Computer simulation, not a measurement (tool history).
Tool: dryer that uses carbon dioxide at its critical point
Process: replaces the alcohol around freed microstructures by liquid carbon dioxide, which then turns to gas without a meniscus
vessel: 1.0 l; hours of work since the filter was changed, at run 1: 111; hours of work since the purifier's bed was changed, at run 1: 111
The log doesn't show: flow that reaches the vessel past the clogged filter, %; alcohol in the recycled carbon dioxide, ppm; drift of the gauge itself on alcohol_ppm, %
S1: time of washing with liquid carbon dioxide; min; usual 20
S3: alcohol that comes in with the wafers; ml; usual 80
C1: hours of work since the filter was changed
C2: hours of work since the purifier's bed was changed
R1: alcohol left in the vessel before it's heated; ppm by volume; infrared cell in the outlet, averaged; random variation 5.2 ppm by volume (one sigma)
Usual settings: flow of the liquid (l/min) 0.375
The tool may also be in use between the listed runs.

Run 1, hour 0: usual settings; C1 111; C2 111. Result: R1 118 ppm by volume.
Run 2, hour 10.5: usual settings; C1 114; C2 114. Result: R1 114 ppm by volume.
Run 3, hour 17.2: usual settings; C1 117; C2 117. Result: R1 110 ppm by volume.
Run 4, hour 23.4: usual settings; C1 119; C2 119. Result: R1 109 ppm by volume.
Run 5, hour 28.8: usual settings; C1 120; C2 120. Result: R1 111 ppm by volume.
Run 6, hour 34.9: usual settings but flow of the liquid (l/min) 0.322; C1 122; C2 122. Result: R1 262 ppm by volume.
Run 7, hour 39.9: usual settings but flow of the liquid (l/min) 0.322; C1 124; C2 124. Result: R1 274 ppm by volume.
Run 8, hour 48.1: usual settings but flow of the liquid (l/min) 0.322; C1 126; C2 126. Result: R1 271 ppm by volume.
Run 9, hour 54: usual settings but S1 21 min; C1 128; C2 128. Result: R1 98 ppm by volume.
Run 10, hour 59.2: usual settings; C1 130; C2 130. Result: R1 115 ppm by volume.
Run 11, hour 64.2: usual settings; C1 131; C2 131. Result: R1 112 ppm by volume.
Run 12, hour 74.2: usual settings; C1 135; C2 135. Result: R1 126 ppm by volume.
Run 13, hour 84.5: usual settings but S3 28 ml; C1 138; C2 138. Result: R1 59 ppm by volume.
Run 14, hour 93.9: usual settings but S3 28 ml; C1 141; C2 141. Result: R1 55 ppm by volume.
Run 15, hour 102.6: usual settings; C1 144; C2 144. Result: R1 122 ppm by volume.
Run 16, hour 113.3: usual settings; C1 147; C2 147. Result: R1 127 ppm by volume.
Run 17, hour 122.4: usual settings but S1 23 min; C1 150; C2 150. Result: R1 56 ppm by volume.
Run 18, hour 128.5: usual settings but S1 23 min; C1 152; C2 152. Result: R1 61 ppm by volume.
Run 19, hour 139.3: usual settings but S1 23 min; C1 155; C2 155. Result: R1 52 ppm by volume.
Run 20, hour 144.3: usual settings but S1 23 min; C1 157; C2 157. Result: R1 58 ppm by volume.
Run 21, hour 151.1: usual settings but S1 23 min; C1 159; C2 159. Result: R1 60 ppm by volume.
Run 22, hour 158.6: usual settings but S1 23 min; C1 161; C2 161. Result: R1 61 ppm by volume.
Run 23, hour 167.4: usual settings but S1 24 min, S3 55 ml; C1 164; C2 164. Result: R1 35 ppm by volume.
Run 24, hour 177.9: usual settings but S1 24 min, flow of the liquid (l/min) 0.601, S3 52 ml; C1 167; C2 167. Result: R1 22 ppm by volume.
Run 25, hour 184.7: usual settings but S1 22 min, flow of the liquid (l/min) 0.355, S3 26 ml; C1 169; C2 169. Result: R1 49 ppm by volume.
Run 26, hour 189.8: usual settings but S1 14 min, S3 103 ml; C1 171; C2 171. Result: R1 996 ppm by volume.
Run 27, hour 194.9: usual settings but S1 16 min, flow of the liquid (l/min) 0.474, S3 58 ml; C1 173; C2 173. Result: R1 93 ppm by volume.
Run 28, hour 203.6: usual settings but S1 23 min, flow of the liquid (l/min) 0.63, S3 33 ml; C1 175; C2 175. Result: R1 27 ppm by volume.
Run 29, hour 212.9: usual settings but S1 16 min, flow of the liquid (l/min) 0.539, S3 23 ml; C1 178; C2 178. Result: R1 28 ppm by volume.
Run 30, hour 219.4: usual settings but S1 14 min, flow of the liquid (l/min) 0.247, S3 25 ml; C1 180; C2 180. Result: R1 1232 ppm by volume.
Run 31, hour 227.6: usual settings but S1 14 min, flow of the liquid (l/min) 0.247, S3 25 ml; C1 183; C2 183. Result: R1 1158 ppm by volume.
Run 32, hour 232.5: usual settings but S1 21 min, flow of the liquid (l/min) 0.247, S3 40 ml; C1 184; C2 184. Result: R1 435 ppm by volume.
Run 33, hour 240.2: usual settings but S1 14 min, S3 73 ml; C1 187; C2 187. Result: R1 716 ppm by volume.
Run 34, hour 250.9: usual settings but flow of the liquid (l/min) 0.493; C1 190; C2 190. Result: R1 45 ppm by volume.
Run 35, hour 256.2: usual settings but S1 22 min, flow of the liquid (l/min) 0.364, S3 105 ml; C1 192; C2 192. Result: R1 110 ppm by volume.
Run 36, hour 261.3: usual settings but S1 29 min, S3 28 ml; C1 193; C2 193. Result: R1 34 ppm by volume.
Run 37, hour 270.9: usual settings but S3 28 ml; C1 197; C2 197. Result: R1 63 ppm by volume.
Run 38, hour 277.7: usual settings but S1 22 min, flow of the liquid (l/min) 0.337, S3 100 ml; C1 199; C2 199. Result: R1 173 ppm by volume.
Run 39, hour 288.4: usual settings but S1 22 min, flow of the liquid (l/min) 0.337, S3 100 ml; C1 202; C2 202. Result: R1 168 ppm by volume.
Run 40, hour 297.3: usual settings but flow of the liquid (l/min) 0.523, S3 28 ml; C1 205; C2 205. Result: R1 30 ppm by volume.

The same runs without the tool's hidden state, with the same run-to-run variation:
run    R1
  1    89
  2    83
  3    81
  4    78
  5    81
  6   208
  7   221
  8   217
  9    70
 10    82
 11    78
 12    92
 13    37
 14    33
 15    86
 16    90
 17    31
 18    36
 19    27
 20    32
 21    34
 22    35
 23    13
 24     4
 25    25
 26   818
 27    58
 28     9
 29     6
 30  1073
 31  1006
 32   345
 33   576
 34    20
 35    67
 36    12
 37    33
 38   117
 39   111
 40     8

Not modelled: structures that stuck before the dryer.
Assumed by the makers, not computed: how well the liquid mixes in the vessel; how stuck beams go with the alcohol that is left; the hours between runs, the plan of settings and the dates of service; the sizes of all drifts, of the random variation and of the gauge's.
